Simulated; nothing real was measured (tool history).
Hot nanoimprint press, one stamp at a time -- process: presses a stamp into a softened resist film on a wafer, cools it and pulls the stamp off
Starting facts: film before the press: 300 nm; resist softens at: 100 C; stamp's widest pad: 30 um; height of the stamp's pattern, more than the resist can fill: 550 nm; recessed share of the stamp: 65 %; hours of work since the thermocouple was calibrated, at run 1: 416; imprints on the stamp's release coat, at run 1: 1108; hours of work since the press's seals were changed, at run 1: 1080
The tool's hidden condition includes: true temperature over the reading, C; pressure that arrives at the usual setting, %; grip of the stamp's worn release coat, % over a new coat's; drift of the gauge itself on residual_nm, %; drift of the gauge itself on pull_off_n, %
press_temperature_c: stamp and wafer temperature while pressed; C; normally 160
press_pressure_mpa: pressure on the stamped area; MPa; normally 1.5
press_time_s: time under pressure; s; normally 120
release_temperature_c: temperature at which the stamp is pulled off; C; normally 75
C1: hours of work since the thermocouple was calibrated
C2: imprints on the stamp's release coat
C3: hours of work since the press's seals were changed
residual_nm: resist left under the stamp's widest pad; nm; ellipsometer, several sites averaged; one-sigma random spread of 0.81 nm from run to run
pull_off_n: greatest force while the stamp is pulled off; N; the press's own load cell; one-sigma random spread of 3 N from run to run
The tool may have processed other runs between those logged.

run 1 hour=0 | press_temperature_c=160 press_pressure_mpa=1.5 press_time_s=120 release_temperature_c=75 | C1=416 C2=1108 C3=1080 | residual_nm=121.3 pull_off_n=183
run 2 hour=45.8 | press_temperature_c=160 press_pressure_mpa=1.5 press_time_s=120 release_temperature_c=75 | C1=451 C2=1219 C3=1114 | residual_nm=121.9 pull_off_n=185
run 3 hour=74 | press_temperature_c=160 press_pressure_mpa=1.5 press_time_s=120 release_temperature_c=75 | C1=472 C2=1287 C3=1136 | residual_nm=124.2 pull_off_n=199
-- hour=92.7 plate thermocouple calibrated
run 4 hour=106.1 | press_temperature_c=153 press_pressure_mpa=1.5 press_time_s=120 release_temperature_c=75 | C1=10 C2=1357 C3=1157 | residual_nm=192.2 pull_off_n=198
run 5 hour=141.9 | press_temperature_c=150 press_pressure_mpa=1.5 press_time_s=120 release_temperature_c=75 | C1=37 C2=1443 C3=1184 | residual_nm=218.4 pull_off_n=197
run 6 hour=189.3 | press_temperature_c=160 press_pressure_mpa=1.5 press_time_s=120 release_temperature_c=75 | C1=72 C2=1558 C3=1219 | residual_nm=131.4 pull_off_n=201
run 7 hour=240.6 | press_temperature_c=160 press_pressure_mpa=1.5 press_time_s=120 release_temperature_c=60 | C1=110 C2=1682 C3=1258 | residual_nm=133.4 pull_off_n=267
run 8 hour=278.9 | press_temperature_c=161 press_pressure_mpa=1.42 press_time_s=120 release_temperature_c=75 | C1=139 C2=1774 C3=1286 | residual_nm=128.6 pull_off_n=211
run 9 hour=312.9 | press_temperature_c=149 press_pressure_mpa=1.5 press_time_s=120 release_temperature_c=67 | C1=164 C2=1856 C3=1312 | residual_nm=234.1 pull_off_n=247
-- hour=333 plate thermocouple calibrated, once more
run 10 hour=358.2 | press_temperature_c=149 press_pressure_mpa=1.5 press_time_s=120 release_temperature_c=67 | C1=19 C2=1958 C3=1343 | residual_nm=201.7 pull_off_n=237
-- hour=392.5 press's hydraulic seals changed and the load cell set to zero
run 11 hour=412.7 | press_temperature_c=149 press_pressure_mpa=1.5 press_time_s=120 release_temperature_c=67 | C1=54 C2=2071 C3=15 | residual_nm=197.3 pull_off_n=246
run 12 hour=455.3 | press_temperature_c=154 press_pressure_mpa=2.01 press_time_s=77 release_temperature_c=69 | C1=85 C2=2174 C3=47 | residual_nm=160 pull_off_n=236
-- hour=466.5 stamp cleaned and given a new release coat
run 13 hour=517.4 | press_temperature_c=160 press_pressure_mpa=1.89 press_time_s=101 release_temperature_c=79 | C1=127 C2=123 C3=89 | residual_nm=104.5 pull_off_n=141
run 14 hour=550.7 | press_temperature_c=160 press_pressure_mpa=2.09 press_time_s=208 release_temperature_c=79 | C1=152 C2=203 C3=114 | residual_nm=73.8 pull_off_n=137

Below are 5 alternative next runs, each starting from the tool's condition after run 14. Predict each:
run A hour=605.6 | press_temperature_c=160 press_pressure_mpa=2.09 press_time_s=208 release_temperature_c=65 | C1=193 C2=336 C3=155 | residual_nm=? pull_off_n=?
run B hour=605.6 | press_temperature_c=165 press_pressure_mpa=1.5 press_time_s=120 release_temperature_c=75 | C1=193 C2=336 C3=155 | residual_nm=? pull_off_n=?
run C hour=605.6 | press_temperature_c=160 press_pressure_mpa=2.09 press_time_s=208 release_temperature_c=79 | C1=193 C2=336 C3=155 | residual_nm=? pull_off_n=?
run D hour=605.6 | press_temperature_c=161 press_pressure_mpa=1.5 press_time_s=120 release_temperature_c=72 | C1=193 C2=336 C3=155 | residual_nm=? pull_off_n=?
run E hour=605.6 | press_temperature_c=160 press_pressure_mpa=2.09 press_time_s=208 release_temperature_c=61 | C1=193 C2=336 C3=155 | residual_nm=? pull_off_n=?

run=A residual_nm=73.6 pull_off_n=176
run=B residual_nm=82.1 pull_off_n=146
run=C residual_nm=73.5 pull_off_n=144
run=D residual_nm=103.3 pull_off_n=162
run=E residual_nm=74.9 pull_off_n=192
With no hidden state in the tool, these same runs would have given:
run=A residual_nm=70.4 pull_off_n=162
run=B residual_nm=78.9 pull_off_n=135
run=C residual_nm=70.3 pull_off_n=132
run=D residual_nm=99.2 pull_off_n=149
run=E residual_nm=71.7 pull_off_n=177
